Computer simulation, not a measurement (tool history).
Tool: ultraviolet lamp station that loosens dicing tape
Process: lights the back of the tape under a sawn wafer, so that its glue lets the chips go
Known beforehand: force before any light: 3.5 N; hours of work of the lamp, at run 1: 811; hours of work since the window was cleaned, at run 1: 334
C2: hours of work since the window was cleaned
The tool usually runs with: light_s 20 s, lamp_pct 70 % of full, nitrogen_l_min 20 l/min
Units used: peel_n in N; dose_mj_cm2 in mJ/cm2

{"run": 1, "hour": 0.0, "light_s": 20, "lamp_pct": 70, "nitrogen_l_min": 20, "hours of work of the lamp": 811, "C2": 334, "peel_n": 0.57, "dose_mj_cm2": 198}
{"run": 2, "hour": 29.8, "light_s": 20, "lamp_pct": 70, "nitrogen_l_min": 20, "hours of work of the lamp": 835, "C2": 358, "peel_n": 0.624, "dose_mj_cm2": 190}
{"run": 3, "hour": 50.5, "light_s": 20, "lamp_pct": 70, "nitrogen_l_min": 20, "hours of work of the lamp": 851, "C2": 374, "peel_n": 0.595, "dose_mj_cm2": 190}
{"run": 4, "hour": 66.4, "light_s": 20, "lamp_pct": 70, "nitrogen_l_min": 20, "hours of work of the lamp": 864, "C2": 387, "peel_n": 0.618, "dose_mj_cm2": 190}
{"run": 5, "hour": 89.0, "light_s": 20, "lamp_pct": 70, "nitrogen_l_min": 20, "hours of work of the lamp": 882, "C2": 405, "peel_n": 0.633, "dose_mj_cm2": 192}
{"run": 6, "hour": 117.9, "light_s": 20, "lamp_pct": 70, "nitrogen_l_min": 20, "hours of work of the lamp": 904, "C2": 427, "peel_n": 0.656, "dose_mj_cm2": 191}
{"run": 7, "hour": 140.4, "light_s": 20, "lamp_pct": 70, "nitrogen_l_min": 20, "hours of work of the lamp": 922, "C2": 445, "peel_n": 0.66, "dose_mj_cm2": 182}
{"run": 8, "hour": 159.5, "light_s": 20, "lamp_pct": 70, "nitrogen_l_min": 20, "hours of work of the lamp": 937, "C2": 460, "peel_n": 0.673, "dose_mj_cm2": 179}
{"hour": 179.2, "done": "window cleaned of glue's vapour"}
{"run": 9, "hour": 179.2, "light_s": 20, "lamp_pct": 67, "nitrogen_l_min": 20, "hours of work of the lamp": 952, "C2": 0, "peel_n": 0.604, "dose_mj_cm2": 200}
{"run": 10, "hour": 204.1, "light_s": 39, "lamp_pct": 67, "nitrogen_l_min": 20, "hours of work of the lamp": 972, "C2": 20, "peel_n": 0.269, "dose_mj_cm2": 389}
{"run": 11, "hour": 233.8, "light_s": 39, "lamp_pct": 67, "nitrogen_l_min": 20, "hours of work of the lamp": 995, "C2": 43, "peel_n": 0.271, "dose_mj_cm2": 378}
{"run": 12, "hour": 247.5, "light_s": 39, "lamp_pct": 67, "nitrogen_l_min": 20, "hours of work of the lamp": 1006, "C2": 54, "peel_n": 0.293, "dose_mj_cm2": 373}
{"run": 13, "hour": 271.5, "light_s": 28, "lamp_pct": 70, "nitrogen_l_min": 20, "hours of work of the lamp": 1025, "C2": 73, "peel_n": 0.379, "dose_mj_cm2": 275}
{"run": 14, "hour": 291.6, "light_s": 15, "lamp_pct": 70, "nitrogen_l_min": 20, "hours of work of the lamp": 1041, "C2": 89, "peel_n": 0.899, "dose_mj_cm2": 144}
{"run": 15, "hour": 317.3, "light_s": 15, "lamp_pct": 70, "nitrogen_l_min": 20, "hours of work of the lamp": 1061, "C2": 109, "peel_n": 0.868, "dose_mj_cm2": 145}
{"run": 16, "hour": 337.6, "light_s": 15, "lamp_pct": 70, "nitrogen_l_min": 20, "hours of work of the lamp": 1077, "C2": 125, "peel_n": 0.902, "dose_mj_cm2": 142}
{"run": 17, "hour": 362.4, "light_s": 15, "lamp_pct": 70, "nitrogen_l_min": 12, "hours of work of the lamp": 1097, "C2": 145, "peel_n": 1.089, "dose_mj_cm2": 136}
{"run": 18, "hour": 391.9, "light_s": 15, "lamp_pct": 70, "nitrogen_l_min": 12, "hours of work of the lamp": 1120, "C2": 168, "peel_n": 1.136, "dose_mj_cm2": 138}
{"run": 19, "hour": 409.3, "light_s": 20, "lamp_pct": 71, "nitrogen_l_min": 20, "hours of work of the lamp": 1134, "C2": 182, "peel_n": 0.641, "dose_mj_cm2": 184}
{"run": 20, "hour": 434.2, "light_s": 20, "lamp_pct": 70, "nitrogen_l_min": 20, "hours of work of the lamp": 1154, "C2": 201, "peel_n": 0.654, "dose_mj_cm2": 186}
{"run": 21, "hour": 454.5, "light_s": 20, "lamp_pct": 70, "nitrogen_l_min": 20, "hours of work of the lamp": 1170, "C2": 217, "peel_n": 0.683, "dose_mj_cm2": 176}
{"run": 22, "hour": 475.3, "light_s": 20, "lamp_pct": 70, "nitrogen_l_min": 20, "hours of work of the lamp": 1186, "C2": 234, "peel_n": 0.687, "dose_mj_cm2": 178}
{"run": 23, "hour": 488.3, "light_s": 20, "lamp_pct": 70, "nitrogen_l_min": 20, "hours of work of the lamp": 1196, "C2": 244, "peel_n": 0.702, "dose_mj_cm2": 175}
{"run": 24, "hour": 518.7, "light_s": 20, "lamp_pct": 94, "nitrogen_l_min": 29, "hours of work of the lamp": 1220, "C2": 268, "peel_n": 0.402, "dose_mj_cm2": 229}
{"run": 25, "hour": 537.3, "light_s": 21, "lamp_pct": 63, "nitrogen_l_min": 17, "hours of work of the lamp": 1235, "C2": 283, "peel_n": 0.823, "dose_mj_cm2": 161}

Run 26 is up next; what results do you expect?
{"run": 26, "hour": 555.3, "light_s": 21, "lamp_pct": 63, "nitrogen_l_min": 17, "hours of work of the lamp": 1249, "C2": 297, "peel_n": "?", "dose_mj_cm2": "?"}

peel_n: 0.845 N
dose_mj_cm2: 158 mJ/cm2
Minus the tool's unlogged condition, the same run would have read peel_n 0.405 N, dose_mj_cm2 280 mJ/cm2.
